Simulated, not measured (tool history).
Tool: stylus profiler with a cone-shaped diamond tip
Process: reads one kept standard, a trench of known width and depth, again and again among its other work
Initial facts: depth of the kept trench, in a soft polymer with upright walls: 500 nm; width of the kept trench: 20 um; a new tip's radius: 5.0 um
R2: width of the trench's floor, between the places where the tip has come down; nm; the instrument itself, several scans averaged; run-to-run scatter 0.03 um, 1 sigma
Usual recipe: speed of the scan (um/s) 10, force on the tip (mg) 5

run 1 hour=0 | speed_of_the_scan_(um/s)=10 force_on_the_tip_(mg)=5 | depth_of_the_trench_(Å)=5114.7 R2=15380
run 2 hour=8.9 | speed_of_the_scan_(um/s)=10 force_on_the_tip_(mg)=5 | depth_of_the_trench_(Å)=5114.8 R2=15350
run 3 hour=17.6 | speed_of_the_scan_(um/s)=10 force_on_the_tip_(mg)=3.29 | depth_of_the_trench_(Å)=5088.9 R2=15400
run 4 hour=28.7 | speed_of_the_scan_(um/s)=10 force_on_the_tip_(mg)=5 | depth_of_the_trench_(Å)=5115 R2=15410
run 5 hour=45.5 | speed_of_the_scan_(um/s)=10 force_on_the_tip_(mg)=5 | depth_of_the_trench_(Å)=5113.8 R2=15370
run 6 hour=53.6 | speed_of_the_scan_(um/s)=3 force_on_the_tip_(mg)=5 | depth_of_the_trench_(Å)=5115.2 R2=15390
run 7 hour=66.4 | speed_of_the_scan_(um/s)=3 force_on_the_tip_(mg)=8.68 | depth_of_the_trench_(Å)=5161.9 R2=15430
run 8 hour=78.6 | speed_of_the_scan_(um/s)=20 force_on_the_tip_(mg)=4.89 | depth_of_the_trench_(Å)=5114.8 R2=15320
run 9 hour=88.5 | speed_of_the_scan_(um/s)=20 force_on_the_tip_(mg)=4.89 | depth_of_the_trench_(Å)=5115.5 R2=15310
run 10 hour=104.8 | speed_of_the_scan_(um/s)=20 force_on_the_tip_(mg)=4.89 | depth_of_the_trench_(Å)=5112.2 R2=15290

Alternative continuations, all from the tool just after run 10; predict every row:
run A hour=119.3 | speed_of_the_scan_(um/s)=7 force_on_the_tip_(mg)=6.31 | depth_of_the_trench_(Å)=? R2=?
run B hour=119.3 | speed_of_the_scan_(um/s)=10 force_on_the_tip_(mg)=6.53 | depth_of_the_trench_(Å)=? R2=?
run C hour=119.3 | speed_of_the_scan_(um/s)=11 force_on_the_tip_(mg)=12.21 | depth_of_the_trench_(Å)=? R2=?

run=A depth_of_the_trench_(Å)=5133.4 R2=15380
run=B depth_of_the_trench_(Å)=5136.3 R2=15330
run=C depth_of_the_trench_(Å)=5202.1 R2=15300
Stripped of hidden state, with their random variation kept, the same runs would have yielded:
run=A depth_of_the_trench_(Å)=5124.1 R2=15650
run=B depth_of_the_trench_(Å)=5126.9 R2=15590
run=C depth_of_the_trench_(Å)=5192.6 R2=15560

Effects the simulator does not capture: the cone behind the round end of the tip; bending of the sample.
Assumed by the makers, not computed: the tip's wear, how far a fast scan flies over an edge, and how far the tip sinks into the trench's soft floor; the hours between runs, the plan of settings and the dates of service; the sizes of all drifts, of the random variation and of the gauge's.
